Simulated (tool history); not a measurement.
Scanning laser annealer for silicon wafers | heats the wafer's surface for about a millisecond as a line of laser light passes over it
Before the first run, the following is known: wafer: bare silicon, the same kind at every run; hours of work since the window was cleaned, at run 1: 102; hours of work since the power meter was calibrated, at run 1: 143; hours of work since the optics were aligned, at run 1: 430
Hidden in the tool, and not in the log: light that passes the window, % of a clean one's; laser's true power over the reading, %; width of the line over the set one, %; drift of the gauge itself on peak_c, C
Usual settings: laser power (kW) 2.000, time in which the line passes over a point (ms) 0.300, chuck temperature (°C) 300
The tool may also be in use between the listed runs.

run,hour,laser power (kW),time in which the line passes over a point (ms),chuck temperature (°C),hours of work since the window was cleaned,hours of work since the power meter was calibrated,hours of work since the optics were aligned,highest temperature of the surface (°C)
1,0.0,2.000,0.300,300,102,143,430,1037
2,10.5,2.000,0.300,300,109,149,436,1035
3,21.3,2.000,0.300,300,115,156,443,1034
4,33.4,2.000,0.300,300,123,163,450,1034
5,48.4,2.000,0.300,300,132,173,460,1031
6,67.6,2.000,0.300,300,144,185,472,1035
7,81.8,2.000,0.300,310,153,193,480,1039
8,99.7,2.000,0.300,310,164,204,491,1033
9,116.9,2.000,0.300,310,174,215,502,1036
10,134.7,2.000,0.233,300,185,226,513,947
11,153.8,2.000,0.233,300,197,238,525,944
12,162.8,2.000,0.233,300,203,243,530,943
13,181.7,2.124,0.300,300,214,255,542,1078
14,200.4,2.000,0.342,300,226,267,554,1062
15,216.8,1.875,0.342,300,236,277,564,1008
16,233.6,2.053,0.342,307,246,287,574,1093
17,243.5,2.019,0.366,265,252,293,580,1063
18,255.5,2.155,0.300,305,260,301,588,1087
19,272.0,2.155,0.300,305,270,311,598,1088
20,287.5,2.118,0.249,300,280,320,607,1004
21,301.1,2.118,0.249,300,288,329,616,998
22,312.1,1.995,0.327,283,295,335,623,1019
23,326.1,1.905,0.367,262,303,344,631,993
24,342.1,1.905,0.367,262,313,354,641,992
25,357.1,1.996,0.270,302,323,363,650,975
26,370.7,2.000,0.213,269,331,372,659,873
# hour 377.2: window over the wafer cleaned
27,391.9,2.000,0.213,269,9,383,671,903

Each row is a separate what-if for the run after 27, all from the same tool condition, not one after another. Results?
A,401.1,1.847,0.213,269,15,389,676,?
B,401.1,1.715,0.213,269,15,389,676,?
C,401.1,1.885,0.349,271,15,389,676,?

run,highest temperature of the surface (°C)
A,844
B,794
C,1013
Had the tool no hidden state, the same runs would have come out as:
run,highest temperature of the surface (°C)
A,864
B,811
C,1038
